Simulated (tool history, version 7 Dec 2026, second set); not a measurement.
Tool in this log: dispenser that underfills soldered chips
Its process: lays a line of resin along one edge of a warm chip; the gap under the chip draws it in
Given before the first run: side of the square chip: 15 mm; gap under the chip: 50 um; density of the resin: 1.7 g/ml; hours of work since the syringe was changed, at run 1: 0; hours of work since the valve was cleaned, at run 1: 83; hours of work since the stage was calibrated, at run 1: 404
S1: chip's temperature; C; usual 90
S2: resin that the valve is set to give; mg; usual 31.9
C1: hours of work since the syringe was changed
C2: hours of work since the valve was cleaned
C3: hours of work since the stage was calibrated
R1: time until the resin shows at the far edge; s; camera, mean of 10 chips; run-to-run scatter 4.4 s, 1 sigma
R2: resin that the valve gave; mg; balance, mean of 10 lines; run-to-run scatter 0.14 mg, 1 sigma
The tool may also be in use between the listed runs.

run   hour   S1    S2  C1   C2   C3      R1     R2
  1    0.0   90  31.9   0   83  404   484.8  30.79
      10.6  -- new syringe of resin
  2   13.1   90  31.9   1   90  411   530.7  30.28
      21.7  -- new syringe of resin
  3   21.7   90  31.9   0   95  417   475.0  30.17
      33.5  -- new syringe of resin
  4   39.1   90  31.9   3  106  427   588.7  30.27
      42.1  -- dispensing valve cleaned and set on the balance
      46.1  -- new syringe of resin
  5   49.9   90  28.7   2    5  433   562.4  28.89
      57.7  -- new syringe of resin
  6   57.8   90  31.9   0    9  437   477.6  31.92
      69.7  -- new syringe of resin
  7   74.5   90  31.9   3   19  448   569.5  31.48
      82.0  -- new syringe of resin
  8   83.7   90  31.9   1   25  453   506.4  31.74
  9   92.5   90  31.9   6   30  458   715.0  31.41
      93.6  -- new syringe of resin
 10  100.2  105  34.3   4   35  463   324.1  33.64
     105.1  -- new syringe of resin
 11  112.4   76  35.6   5   42  470  1184.1  34.76
     117.2  -- new syringe of resin
 12  126.7   96  37.5   6   50  479   509.6  36.36
     128.5  -- new syringe of resin
     140.2  -- new syringe of resin
 13  142.8   76  37.7   2   60  488   984.9  36.30
     151.7  -- new syringe of resin
 14  154.5  101  40.5   2   67  495   321.4  38.79
     163.1  -- new syringe of resin
 15  168.5  101  40.5   3   75  504   360.8  38.90
     175.3  -- new syringe of resin
 16  180.7   87  36.1   3   83  511   655.8  34.64
     186.7  -- new syringe of resin
 17  191.6  101  36.2   3   89  517   359.4  34.56
     199.0  -- new syringe of resin
 18  208.8   75  34.2   6   99  528  1370.4  32.63

Hidden state or all else? Some run-to-run changes of R1, split into what the settings, what came in and random variation would give without the hidden state, and what is left for the hidden state (with any gauge scatter that isn't in both results):
Hidden state present: resin's viscosity, % of fresh resin's; dose that the valve gives, % of what is set; true chip temperature over the reading, C; drift of the gauge itself on fill_s, %; drift of the gauge itself on given_mg, %.
Run 17 -> 18: S1 101 -> 75, S2 36.2 -> 34.2, new syringe of resin. R1 +1011.0 s: hidden state +423.6, all else +587.4.
